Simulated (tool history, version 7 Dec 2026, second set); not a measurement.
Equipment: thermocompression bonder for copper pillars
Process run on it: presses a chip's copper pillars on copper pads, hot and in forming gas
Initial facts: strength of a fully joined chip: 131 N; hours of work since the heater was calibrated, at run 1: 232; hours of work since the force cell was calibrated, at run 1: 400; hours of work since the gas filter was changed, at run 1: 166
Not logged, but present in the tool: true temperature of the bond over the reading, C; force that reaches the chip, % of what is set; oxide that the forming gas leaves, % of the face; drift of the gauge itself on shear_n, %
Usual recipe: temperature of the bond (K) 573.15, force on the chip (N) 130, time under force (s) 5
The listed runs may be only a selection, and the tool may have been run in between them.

run    hour  temperature of the bond (K)  force on the chip (N)  time under force (s)  hours of work since the heater was calibrated  hours of work since the force cell was calibrated  hours of work since the gas filter was changed  force that shears a chip off (N)
  1       0                       573.15                    130                     5                                            232                                                400                                             166                              52.2
  2      53                       573.15                    130                     5                                            273                                                441                                             207                              51.1
  3      89                       573.15                    130                     5                                            302                                                469                                             235                              53.2
  4   148.2                       573.15                    153                     5                                            348                                                516                                             282                              56.6
  5   184.2                       573.15                    153                     5                                            376                                                544                                             310                              57.9
  6     223                       573.15                    130                     5                                            406                                                574                                             340                              52.8
      238.5  -- forming gas filter changed
  7   257.4                       573.15                    130                     5                                            433                                                600                                              15                              51.4
  8   312.7                       573.15                    130                     5                                            476                                                644                                              58                              52.3
  9   351.5                       573.15                    154                     5                                            506                                                674                                              88                              56.9
      358.9  -- heater calibrated with a thermocouple chip
 10   407.2                       573.15                    154                     5                                             38                                                716                                             130                              56.8
 11   466.6                       573.15                    130                     5                                             84                                                762                                             177                              51.8
 12   506.7                       573.15                    130                     5                                            115                                                794                                             208                              52.3
 13     546                       573.15                    130                     5                                            146                                                824                                             239                              51.5
 14   605.5                       573.15                    148                     5                                            193                                                871                                             285                              56.7
 15   635.2                       573.15                    130                     5                                            216                                                894                                             308                              52.9
        692  -- forming gas filter changed
 16   693.5                       564.15                    130                     5                                            261                                                939                                               1                              48.4
 17   750.7                       564.15                    130                     5                                            306                                                984                                              46                                48
 18   802.3                       566.15                    130                     5                                            346                                               1024                                              86                              47.3
 19   835.4                       566.15                    130                     5                                            372                                               1050                                             112                              49.6
 20     870                       566.15                    130                     5                                            399                                               1077                                             139                              47.7
 21     928                       573.15                     86                     5                                            444                                               1122                                             184                              41.2
 22   965.6                       573.15                     86                     5                                            474                                               1152                                             214                              40.9
     1013.3  -- heater calibrated with a thermocouple chip
 23  1020.1                       577.15                    112                     3                                              5                                               1193                                             255                              39.8
 24  1064.3                       546.15                    159                     7                                             40                                               1227                                             289                              48.8
 25  1115.7                       596.15                    142                     5                                             80                                               1267                                             329                                66
     1144.3  -- forming gas filter changed
 26  1144.3                       600.15                    114                    10                                            102                                               1289                                               0                              76.5
 27  1200.3                       591.15                     90                     5                                            146                                               1333                                              44                              48.6
 28  1248.2                       573.15                    163                     3                                            183                                               1371                                              81                              48.9
 29  1305.7                       573.15                    187                     9                                            228                                               1416                                             126                              75.5
 30    1361                       592.15                    169                     7                                            271                                               1459                                             169                              77.7
 31  1399.6                       562.15                    169                     7                                            301                                               1489                                             199                              59.8
 32  1458.1                       562.15                    169                     7                                            347                                               1535                                             245                              59.7
 33  1497.2                       573.15                     96                     5                                            378                                               1565                                             276                              44.5
 34  1548.6                       581.15                    165                     5                                            418                                               1605                                             316                              63.4
 35  1590.6                       592.15                    180                     5                                            451                                               1638                                             349                              71.2
     1596.3  -- forming gas filter changed
 36    1624                       573.15                    130                     5                                            476                                               1664                                              22                                52
 37    1662                       573.15                    130                     5                                            506                                               1693                                              51                              52.9
     1669.8  -- heater calibrated with a thermocouple chip
 38  1715.6                       573.15                    107                     4                                             36                                               1734                                              92                              42.7
 39  1744.7                       573.15                    107                     4                                             59                                               1756                                             114                              42.5
 40    1782                       573.15                    107                     7                                             88                                               1786                                             144                              52.7

For each entry between runs, how does the tool's hidden state at the last listed run before it compare with that at the first listed run after it?
After run 6, before run 7: forming gas filter changed (hour 238.5)
  oxide that the forming gas leaves, % of the face: 0.91 -> 0.52
After run 9, before run 10: heater calibrated with a thermocouple chip (hour 358.9)
  true temperature of the bond over the reading, C: -0.7 -> -0.1; oxide that the forming gas leaves, % of the face: 0.6 -> 0.64
After run 15, before run 16: forming gas filter changed (hour 692)
  true temperature of the bond over the reading, C: -0.3 -> -0.4; oxide that the forming gas leaves, % of the face: 0.83 -> 0.51
After run 22, before run 23: heater calibrated with a thermocouple chip (hour 1013.3)
  true temperature of the bond over the reading, C: -0.7 -> -0.1; oxide that the forming gas leaves, % of the face: 0.74 -> 0.78
After run 25, before run 26: forming gas filter changed (hour 1144.3)
  oxide that the forming gas leaves, % of the face: 0.86 -> 0.5
After run 35, before run 36: forming gas filter changed (hour 1596.3)
  oxide that the forming gas leaves, % of the face: 0.89 -> 0.52
After run 37, before run 38: heater calibrated with a thermocouple chip (hour 1669.8)
  true temperature of the bond over the reading, C: -0.8 -> 0; oxide that the forming gas leaves, % of the face: 0.55 -> 0.6

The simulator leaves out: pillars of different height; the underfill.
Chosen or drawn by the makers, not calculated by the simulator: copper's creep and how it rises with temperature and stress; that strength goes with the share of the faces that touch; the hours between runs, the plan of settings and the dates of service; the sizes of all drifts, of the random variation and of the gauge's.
